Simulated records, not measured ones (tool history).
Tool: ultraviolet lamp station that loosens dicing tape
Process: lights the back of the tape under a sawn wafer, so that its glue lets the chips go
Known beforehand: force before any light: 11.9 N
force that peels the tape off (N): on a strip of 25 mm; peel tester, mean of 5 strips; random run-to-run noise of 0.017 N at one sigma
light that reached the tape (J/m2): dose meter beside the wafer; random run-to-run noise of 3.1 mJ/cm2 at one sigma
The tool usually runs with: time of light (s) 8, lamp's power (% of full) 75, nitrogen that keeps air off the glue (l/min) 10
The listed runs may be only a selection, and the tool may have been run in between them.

run    hour  time of light (s)  lamp's power (% of full)  nitrogen that keeps air off the glue (l/min)  force that peels the tape off (N)  light that reached the tape (J/m2)
  1       0                  8                        75                                            10                              1.062                                4310
  2      37                  8                        87                                            10                              0.825                                4830
  3      85                  8                        75                                            10                              1.259                                4010
  4   118.3                  8                        75                                            10                              1.289                                3940
  5   173.8                  8                        75                                            16                              1.054                                3720
  6     203                  8                        75                                            16                              1.113                                3720
      227.6  -- window cleaned of glue's vapour
  7   247.2                  8                        75                                            16                              0.754                                4370
  8   270.4                  4                        75                                            16                              3.039                                2180
  9   307.9                  8                        75                                            10                              1.086                                4230
 10     356                 14                        75                                            10                              0.287                                7100
 11   393.7                 14                        75                                            10                              0.278                                6950
 12   445.7                 14                        75                                            10                              0.324                                6690
 13   474.5                 14                        75                                            10                              0.344                                6600
 14   502.1                 14                        75                                            10                              0.364                                6490
 15   533.5                 14                        75                                            10                              0.387                                6330
 16   581.5                  8                        75                                             3                              3.154                                3490
      618.8  -- window cleaned of glue's vapour
 17   618.8                  8                        75                                             3                              2.539                                4140
 18   659.1                  8                        75                                             3                              2.576                                4090
 19     716                  8                        75                                             3                              2.705                                3910
 20   742.3                  6                        75                                            10                              2.259                                2950
 21     780                  6                        75                                            10                              2.414                                2800
 22   837.4                  7                        97                                            10                              1.214                                4130
 23   890.8                  7                        97                                            10                              1.317                                3970
 24   939.3                  8                        75                                             8                              2.006                                3370
 25   964.5                 10                        97                                             8                              0.732                                5350
     1009.2  -- window cleaned of glue's vapour
 26  1009.2                  5                        75                                             5                              4.047                                2390
 27  1056.6                  8                        75                                             9                              1.568                                3790
 28  1103.8                  8                        75                                             9                              1.672                                3650
 29  1129.5                  8                        87                                             9                              1.252                                4160
 30  1163.3                  8                        87                                             9                               1.36                                4020
     1193.2  -- lamp changed
 31  1193.2                  8                        87                                             9                              0.783                                5020
 32  1249.6                  5                        76                                             8                              2.806                                2650
 33  1292.6                  5                        61                                            10                               3.61                                2100
 34  1334.2                  5                        61                                            10                              3.924                                2030
 35  1376.7                 11                        63                                             3                              2.144                                4450
     1400.6  -- window cleaned of glue's vapour
 36  1429.5                 11                        63                                             3                              1.634                                5180
 37  1485.4                 13                        82                                            18                              0.138                                7810
 38    1529                  8                        70                                            13                              1.135                                3970
 39  1561.4                  6                        92                                             9                              1.491                                3810
 40  1602.6                  8                        91                                             4                              1.508                                4900
 41    1654                  4                        81                                            10                              3.596                                2090
 42  1700.6                  8                        70                                            10                              1.638                                3520

Here are 4 independent what-if runs from the current tool condition. What would each one return?
  A  1749.7                  6                        83                                            15                                  ?                                   ?
  B  1749.7                  8                        64                                             4                                  ?                                   ?
  C  1749.7                  8                        96                                             9                                  ?                                   ?
  D  1749.7                  8                        72                                             3                                  ?                                   ?

run  force that peels the tape off (N)  light that reached the tape (J/m2)
  A                              1.798                                3030
  B                              3.149                                3100
  C                              0.982                                4660
  D                              3.109                                3530
Stripped of hidden state, with their random variation kept, the same runs would have yielded:
run  force that peels the tape off (N)  light that reached the tape (J/m2)
  A                              1.005                                3990
  B                              2.098                                4090
  C                              0.471                                6130
  D                              2.056                                4640
